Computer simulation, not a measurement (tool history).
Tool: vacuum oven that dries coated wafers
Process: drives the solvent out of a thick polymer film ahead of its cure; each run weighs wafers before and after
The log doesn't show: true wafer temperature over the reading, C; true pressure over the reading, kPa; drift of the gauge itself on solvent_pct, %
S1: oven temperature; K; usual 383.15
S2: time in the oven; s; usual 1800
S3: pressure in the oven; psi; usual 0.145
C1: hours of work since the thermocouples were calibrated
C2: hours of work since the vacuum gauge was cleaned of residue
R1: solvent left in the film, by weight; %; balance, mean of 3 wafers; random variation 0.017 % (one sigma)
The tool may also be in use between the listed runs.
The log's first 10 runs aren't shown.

run 11 day=26.383 | S1=383.15 S2=1800 S3=0.086 | C1=638 C2=763 | R1=0.81
run 12 day=28.117 | S1=383.15 S2=1800 S3=0.278 | C1=657 C2=782 | R1=1.31
-- day=28.512 oven's thermocouples calibrated
run 13 day=31.221 | S1=383.15 S2=1800 S3=0.278 | C1=30 C2=816 | R1=1.35
run 14 day=33.208 | S1=383.15 S2=1800 S3=0.278 | C1=52 C2=838 | R1=1.39
run 15 day=34.8 | S1=383.15 S2=1800 S3=0.467 | C1=69 C2=855 | R1=1.84
run 16 day=37.033 | S1=383.15 S2=1080 S3=0.145 | C1=94 C2=880 | R1=2.81
run 17 day=39.317 | S1=383.15 S2=1080 S3=0.145 | C1=119 C2=905 | R1=2.78
run 18 day=41.579 | S1=396.15 S2=1800 S3=0.145 | C1=144 C2=930 | R1=0.39
run 19 day=44.425 | S1=383.15 S2=1800 S3=0.145 | C1=175 C2=961 | R1=1.05
run 20 day=46.504 | S1=383.15 S2=1800 S3=0.145 | C1=198 C2=984 | R1=1.03
run 21 day=48.55 | S1=383.15 S2=1800 S3=0.145 | C1=221 C2=1006 | R1=1.05
run 22 day=51.108 | S1=383.15 S2=1800 S3=0.145 | C1=249 C2=1035 | R1=1.07
-- day=51.488 vacuum gauge cleaned of residue and calibrated
run 23 day=53.65 | S1=383.15 S2=1800 S3=0.145 | C1=276 C2=24 | R1=1.06
run 24 day=56.817 | S1=383.15 S2=1800 S3=0.145 | C1=311 C2=59 | R1=1.09
run 25 day=59.658 | S1=391.15 S2=1500 S3=0.145 | C1=342 C2=90 | R1=0.83
-- day=61.892 vacuum gauge cleaned of residue and calibrated, once more
run 26 day=63.204 | S1=392.15 S2=900 S3=0.084 | C1=380 C2=14 | R1=1.91
run 27 day=64.642 | S1=392.15 S2=1560 S3=0.133 | C1=396 C2=30 | R1=0.57
run 28 day=66.483 | S1=391.15 S2=1080 S3=0.22 | C1=417 C2=51 | R1=1.62

Forecast run 29:
run 29 day=69.433 | S1=391.15 S2=900 S3=0.22 | C1=449 C2=83 | R1=?

Run 29 gave R1 2.29 %.
Without the tool's hidden state the same run would have given R1 2.46 %.
